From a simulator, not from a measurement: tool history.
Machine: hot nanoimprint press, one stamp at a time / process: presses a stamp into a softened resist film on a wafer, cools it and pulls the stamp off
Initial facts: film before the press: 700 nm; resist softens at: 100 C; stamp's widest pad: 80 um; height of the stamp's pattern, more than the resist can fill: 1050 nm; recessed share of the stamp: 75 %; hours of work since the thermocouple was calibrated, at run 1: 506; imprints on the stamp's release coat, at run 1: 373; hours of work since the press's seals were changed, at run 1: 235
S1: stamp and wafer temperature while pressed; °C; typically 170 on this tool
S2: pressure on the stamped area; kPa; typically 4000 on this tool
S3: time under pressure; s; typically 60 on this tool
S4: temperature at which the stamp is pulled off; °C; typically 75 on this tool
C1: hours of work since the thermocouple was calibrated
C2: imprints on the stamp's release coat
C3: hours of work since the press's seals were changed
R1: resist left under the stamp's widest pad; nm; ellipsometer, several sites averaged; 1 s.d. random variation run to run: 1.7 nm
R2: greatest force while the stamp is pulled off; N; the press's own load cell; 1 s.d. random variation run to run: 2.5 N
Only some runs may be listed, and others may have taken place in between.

{"run": 1, "day": 0.0, "S1": 170, "S2": 4000, "S3": 60, "S4": 75, "C1": 506, "C2": 373, "C3": 235, "R1": 295.6, "R2": 162}
{"day": 0.679, "done": "plate thermocouple calibrated"}
{"run": 2, "day": 1.642, "S1": 178, "S2": 4000, "S3": 60, "S4": 75, "C1": 18, "C2": 566, "C3": 264, "R1": 223.1, "R2": 161}
{"day": 4.042, "done": "stamp cleaned and given a new release coat"}
{"run": 3, "day": 4.417, "S1": 178, "S2": 4000, "S3": 60, "S4": 75, "C1": 65, "C2": 48, "C3": 311, "R1": 225.6, "R2": 161}
{"run": 4, "day": 7.346, "S1": 178, "S2": 4000, "S3": 60, "S4": 75, "C1": 120, "C2": 419, "C3": 366, "R1": 224.7, "R2": 163}
{"run": 5, "day": 8.738, "S1": 181, "S2": 4000, "S3": 60, "S4": 75, "C1": 147, "C2": 596, "C3": 392, "R1": 204.6, "R2": 163}
{"run": 6, "day": 10.138, "S1": 170, "S2": 4000, "S3": 89, "S4": 75, "C1": 173, "C2": 774, "C3": 418, "R1": 254.3, "R2": 162}
{"day": 10.692, "done": "stamp cleaned and given a new release coat"}
{"run": 7, "day": 13.012, "S1": 170, "S2": 4000, "S3": 60, "S4": 75, "C1": 222, "C2": 294, "C3": 468, "R1": 296.1, "R2": 160}
{"run": 8, "day": 14.996, "S1": 170, "S2": 4000, "S3": 60, "S4": 75, "C1": 259, "C2": 546, "C3": 505, "R1": 296.0, "R2": 163}
{"day": 17.429, "done": "stamp cleaned and given a new release coat"}
{"run": 9, "day": 17.588, "S1": 170, "S2": 4000, "S3": 60, "S4": 75, "C1": 303, "C2": 20, "C3": 549, "R1": 297.5, "R2": 164}
{"run": 10, "day": 20.367, "S1": 170, "S2": 4000, "S3": 60, "S4": 75, "C1": 355, "C2": 373, "C3": 601, "R1": 297.0, "R2": 163}
{"run": 11, "day": 22.983, "S1": 170, "S2": 4000, "S3": 60, "S4": 75, "C1": 404, "C2": 705, "C3": 650, "R1": 296.9, "R2": 165}
{"day": 24.229, "done": "stamp cleaned and given a new release coat"}
{"run": 12, "day": 25.8, "S1": 170, "S2": 4000, "S3": 60, "S4": 75, "C1": 453, "C2": 199, "C3": 698, "R1": 294.6, "R2": 162}
{"run": 13, "day": 27.612, "S1": 170, "S2": 4000, "S3": 60, "S4": 75, "C1": 487, "C2": 430, "C3": 732, "R1": 296.7, "R2": 162}
{"day": 29.308, "done": "plate thermocouple calibrated"}
{"day": 31.138, "done": "stamp cleaned and given a new release coat"}
{"run": 14, "day": 31.158, "S1": 170, "S2": 4000, "S3": 60, "S4": 75, "C1": 30, "C2": 3, "C3": 792, "R1": 294.7, "R2": 162}
{"run": 15, "day": 32.492, "S1": 178, "S2": 4000, "S3": 60, "S4": 79, "C1": 55, "C2": 172, "C3": 817, "R1": 226.1, "R2": 158}
{"run": 16, "day": 35.633, "S1": 160, "S2": 5070, "S3": 60, "S4": 76, "C1": 114, "C2": 571, "C3": 876, "R1": 383.2, "R2": 164}
{"run": 17, "day": 37.25, "S1": 160, "S2": 5070, "S3": 60, "S4": 76, "C1": 144, "C2": 776, "C3": 906, "R1": 380.5, "R2": 159}
{"day": 37.988, "done": "stamp cleaned and given a new release coat"}
{"day": 38.617, "done": "press's hydraulic seals changed and the load cell set to zero"}
{"run": 18, "day": 39.525, "S1": 165, "S2": 2620, "S3": 88, "S4": 76, "C1": 176, "C2": 153, "C3": 17, "R1": 377.0, "R2": 160}
{"run": 19, "day": 41.346, "S1": 165, "S2": 2620, "S3": 88, "S4": 76, "C1": 210, "C2": 384, "C3": 51, "R1": 380.1, "R2": 160}
{"run": 20, "day": 43.867, "S1": 165, "S2": 4720, "S3": 88, "S4": 64, "C1": 258, "C2": 704, "C3": 99, "R1": 282.4, "R2": 177}
{"day": 45.125, "done": "stamp cleaned and given a new release coat"}
{"run": 21, "day": 46.75, "S1": 170, "S2": 4000, "S3": 89, "S4": 75, "C1": 307, "C2": 206, "C3": 148, "R1": 254.5, "R2": 158}
{"run": 22, "day": 49.558, "S1": 170, "S2": 4000, "S3": 89, "S4": 75, "C1": 360, "C2": 562, "C3": 201, "R1": 257.8, "R2": 163}
{"day": 51.917, "done": "stamp cleaned and given a new release coat"}
{"run": 23, "day": 53.025, "S1": 170, "S2": 4000, "S3": 89, "S4": 75, "C1": 420, "C2": 140, "C3": 261, "R1": 256.9, "R2": 161}
{"run": 24, "day": 55.45, "S1": 170, "S2": 4870, "S3": 60, "S4": 66, "C1": 465, "C2": 448, "C3": 306, "R1": 269.3, "R2": 170}
{"run": 25, "day": 57.671, "S1": 172, "S2": 5040, "S3": 54, "S4": 74, "C1": 507, "C2": 730, "C3": 348, "R1": 255.6, "R2": 165}
{"day": 58.262, "done": "plate thermocouple calibrated"}
{"day": 58.829, "done": "stamp cleaned and given a new release coat"}
{"run": 26, "day": 59.671, "S1": 172, "S2": 5040, "S3": 54, "S4": 74, "C1": 22, "C2": 107, "C3": 379, "R1": 254.1, "R2": 163}
{"run": 27, "day": 61.908, "S1": 172, "S2": 4000, "S3": 60, "S4": 62, "C1": 64, "C2": 391, "C3": 421, "R1": 276.5, "R2": 179}
{"run": 28, "day": 64.525, "S1": 164, "S2": 4000, "S3": 60, "S4": 70, "C1": 113, "C2": 724, "C3": 470, "R1": 371.9, "R2": 169}

Predict each of these 4 candidate next runs independently; none follows another, all start after run 28:
{"day": 65.504, "done": "stamp cleaned and given a new release coat"}
{"run": "A", "day": 66.325, "S1": 173, "S2": 4000, "S3": 51, "S4": 74, "C1": 142, "C2": 104, "C3": 499, "R1": "?", "R2": "?"}
{"day": 65.504, "done": "stamp cleaned and given a new release coat"}
{"run": "B", "day": 66.325, "S1": 170, "S2": 5970, "S3": 96, "S4": 67, "C1": 142, "C2": 104, "C3": 499, "R1": "?", "R2": "?"}
{"day": 65.504, "done": "stamp cleaned and given a new release coat"}
{"run": "C", "day": 66.325, "S1": 170, "S2": 4000, "S3": 70, "S4": 75, "C1": 142, "C2": 104, "C3": 499, "R1": "?", "R2": "?"}
{"day": 65.504, "done": "stamp cleaned and given a new release coat"}
{"run": "D", "day": 66.325, "S1": 164, "S2": 5130, "S3": 60, "S4": 70, "C1": 142, "C2": 104, "C3": 499, "R1": "?", "R2": "?"}

run=A R1=282.2 R2=164
run=B R1=200.4 R2=174
run=C R1=280.0 R2=162
run=D R1=328.6 R2=168
Stripped of hidden state, with their random variation kept, the same runs would have yielded:
run=A R1=282.1 R2=164
run=B R1=200.2 R2=174
run=C R1=279.9 R2=161
run=D R1=328.5 R2=168
